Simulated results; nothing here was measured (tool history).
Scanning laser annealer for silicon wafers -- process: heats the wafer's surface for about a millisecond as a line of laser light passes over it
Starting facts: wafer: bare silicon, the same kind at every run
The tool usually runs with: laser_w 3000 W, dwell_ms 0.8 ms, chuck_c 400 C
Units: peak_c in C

run	day	laser_w	dwell_ms	chuck_c	peak_c
1	0	3000	0.8	400	1095
2	1.217	3000	0.8	400	1092
3	2.388	3000	0.8	400	1092
4	3.321	2717	0.8	400	1015
5	5.071	2717	0.8	400	1014
6	6.058	2717	0.8	400	1015
7	7.096	2717	0.8	400	1009
8	8.929	2717	0.8	400	1013
9	10.142	2717	0.8	400	1011
10	11.679	2717	0.8	400	1011
11	12.583	2717	0.8	400	1010

Run 12 is up next; what results do you expect?
12	13.633	2717	0.8	400	?

{"run 12": {"peak_c": 1009}}
The same run, on a tool lacking any hidden state, would have yielded peak_c 1024 C.
